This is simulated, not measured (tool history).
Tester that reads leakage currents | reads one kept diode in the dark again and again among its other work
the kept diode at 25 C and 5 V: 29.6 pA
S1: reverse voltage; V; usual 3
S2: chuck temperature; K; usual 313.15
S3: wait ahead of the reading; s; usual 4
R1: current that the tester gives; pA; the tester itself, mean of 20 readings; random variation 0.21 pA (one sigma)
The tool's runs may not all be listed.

run    hour  S1      S2    S3     R1
  1       0   3  313.15     4  67.71
  2    59.5   3  313.15     4  67.83
  3   171.7   3  313.15     4  68.09
  4   232.8   3  313.15     4  67.98
  5   287.8   3  313.15     4  67.99
  6   362.6   3  313.15     4  68.11
  7   469.8   3  313.15     4  67.89
      554.6  -- chuck's temperature calibrated
  8   556.3   3  313.15     4  68.09
  9   604.5   3  313.15   0.5  68.91
 10   701.8   3  293.15   0.5   16.9
 11   748.9   3  293.15   0.5  16.91
 12   841.8   3  293.15   0.5  16.87
 13   892.5   3  313.15  1.86  68.16
 14   947.9   3  313.15  8.83  67.78
 15  1024.3   3  313.15  8.83  67.78
 16  1073.2   3  313.15     4  68.07
 17  1176.9   3  298.15     4  23.77
 18  1279.8   3  298.15     4  23.99
 19  1376.9   3  298.15     4  23.98
 20  1482.6   3  298.15     4   23.9

Forecast run 21:
 21  1578.6   3  298.15   4   ?

Run 21 gave R1 24.18 pA.
Without the tool's hidden state the same run would have given R1 24.16 pA.
